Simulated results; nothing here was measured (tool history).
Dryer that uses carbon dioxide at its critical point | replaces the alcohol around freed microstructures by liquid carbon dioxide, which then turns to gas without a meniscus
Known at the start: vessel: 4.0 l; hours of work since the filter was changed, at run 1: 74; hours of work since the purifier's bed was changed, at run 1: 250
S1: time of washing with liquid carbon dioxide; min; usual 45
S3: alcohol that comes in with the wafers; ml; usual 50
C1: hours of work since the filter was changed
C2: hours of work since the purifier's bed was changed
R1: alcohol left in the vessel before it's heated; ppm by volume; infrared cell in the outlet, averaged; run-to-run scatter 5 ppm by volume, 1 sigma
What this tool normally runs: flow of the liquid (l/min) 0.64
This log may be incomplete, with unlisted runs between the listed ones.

Run 1, hour 0: usual settings; C1 74; C2 250. Result: R1 96 ppm by volume.
Run 2, hour 6.9: usual settings; C1 77; C2 253. Result: R1 96 ppm by volume.
Run 3, hour 16.5: usual settings; C1 81; C2 257. Result: R1 91 ppm by volume.
Run 4, hour 27.5: usual settings; C1 86; C2 262. Result: R1 95 ppm by volume.
Run 5, hour 36: usual settings; C1 89; C2 265. Result: R1 89 ppm by volume.
Run 6, hour 48.6: usual settings; C1 95; C2 271. Result: R1 91 ppm by volume.
Run 7, hour 58.2: usual settings; C1 99; C2 275. Result: R1 99 ppm by volume.
Run 8, hour 72.2: usual settings; C1 105; C2 281. Result: R1 89 ppm by volume.
Run 9, hour 80.9: usual settings; C1 109; C2 285. Result: R1 98 ppm by volume.
Run 10, hour 88.8: usual settings; C1 113; C2 289. Result: R1 87 ppm by volume.
Run 11, hour 100.3: usual settings but S1 35 min, flow of the liquid (l/min) 0.544; C1 118; C2 294. Result: R1 347 ppm by volume.
Run 12, hour 113.2: usual settings but S1 35 min, flow of the liquid (l/min) 0.544; C1 123; C2 299. Result: R1 350 ppm by volume.
Run 13, hour 124.3: usual settings but S1 35 min, flow of the liquid (l/min) 0.544; C1 128; C2 304. Result: R1 338 ppm by volume.
Run 14, hour 133.6: usual settings but S1 35 min, flow of the liquid (l/min) 0.544; C1 132; C2 308. Result: R1 350 ppm by volume.
Run 15, hour 147.2: usual settings but S1 35 min, flow of the liquid (l/min) 0.544; C1 138; C2 314. Result: R1 352 ppm by volume.
Run 16, hour 155.3: usual settings but S1 34 min; C1 142; C2 318. Result: R1 236 ppm by volume.
Run 17, hour 168.7: usual settings but S1 34 min; C1 148; C2 324. Result: R1 232 ppm by volume.
Run 18, hour 177.8: usual settings but flow of the liquid (l/min) 0.592; C1 152; C2 328. Result: R1 130 ppm by volume.
Run 19, hour 192.9: usual settings but S1 51 min, flow of the liquid (l/min) 0.555, S3 115 ml; C1 158; C2 334. Result: R1 181 ppm by volume.

For some of the steps in R1 from one run to the next: how much would appear even if the tool had no hidden state, given the settings, what came in and random variation, and how much remains for the hidden state plus any gauge scatter that the measured result and the result without hidden state don't share?
What the log doesn't record here: flow that reaches the vessel past the clogged filter, %; alcohol in the recycled carbon dioxide, ppm; drift of the gauge itself on alcohol_ppm, %.
Run 10 -> 11: S1 45 -> 35, flow of the liquid (l/min) 0.64 -> 0.544. R1 +260 ppm by volume: hidden state +41, all else +219.
